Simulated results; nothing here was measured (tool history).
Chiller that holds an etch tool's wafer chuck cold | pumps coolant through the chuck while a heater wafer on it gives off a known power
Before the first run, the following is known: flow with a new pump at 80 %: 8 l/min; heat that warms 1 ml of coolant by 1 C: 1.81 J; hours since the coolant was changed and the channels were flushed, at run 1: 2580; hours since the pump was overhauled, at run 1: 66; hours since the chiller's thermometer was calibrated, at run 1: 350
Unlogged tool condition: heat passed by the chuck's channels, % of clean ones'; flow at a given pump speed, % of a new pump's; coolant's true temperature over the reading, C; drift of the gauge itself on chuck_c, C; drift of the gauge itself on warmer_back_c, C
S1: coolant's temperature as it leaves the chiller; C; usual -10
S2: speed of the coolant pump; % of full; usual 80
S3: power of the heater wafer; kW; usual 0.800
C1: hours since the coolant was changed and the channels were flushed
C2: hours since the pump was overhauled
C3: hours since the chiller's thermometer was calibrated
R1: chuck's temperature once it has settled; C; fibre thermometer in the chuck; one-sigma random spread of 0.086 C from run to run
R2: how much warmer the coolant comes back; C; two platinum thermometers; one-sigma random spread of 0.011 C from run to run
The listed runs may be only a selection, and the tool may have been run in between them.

run,hour,S1,S2,S3,C1,C2,C3,R1,R2
1,0.0,-10,80,0.800,2580,66,350,-2.29,3.31
2,22.8,-10,87,0.800,2603,88,373,-2.48,3.05
3,56.4,-10,87,0.800,2637,122,407,-2.52,3.03
4,83.3,-10,87,0.800,2664,149,434,-2.59,3.04
5,100.7,-10,87,0.800,2681,166,451,-2.55,3.06
6,120.9,-10,87,0.800,2701,186,471,-2.58,3.05
7,148.0,-10,80,0.594,2728,214,498,-4.16,2.48
8,174.0,-10,80,0.760,2754,239,524,-2.47,3.15
9,189.7,-10,65,0.486,2770,255,540,-4.46,2.50
10,210.4,-10,88,0.680,2791,276,561,-3.66,2.55
# hour 229.3: coolant changed, channels flushed
11,231.5,-10,88,0.680,2,291,576,-4.42,2.58
12,256.1,-10,92,0.561,27,316,600,-5.49,2.03
13,287.7,-18,87,0.480,58,347,632,-13.80,1.83
14,302.4,-18,87,0.480,73,362,647,-13.92,1.86
15,320.6,-18,87,0.480,91,380,665,-13.91,1.81

Below are 3 alternative next runs, each starting from the tool's condition after run 15. Predict each:
A,343.6,-13,80,1.104,114,403,688,?,?
B,343.6,-2,87,0.832,114,403,688,?,?
C,343.6,-5,77,0.577,114,403,688,?,?

run,R1,R2
A,-3.33,4.61
B,5.01,3.16
C,0.27,2.48
Stripped of hidden state, with their random variation kept, the same runs would have yielded:
run,R1,R2
A,-3.53,4.58
B,4.84,3.14
C,0.12,2.47
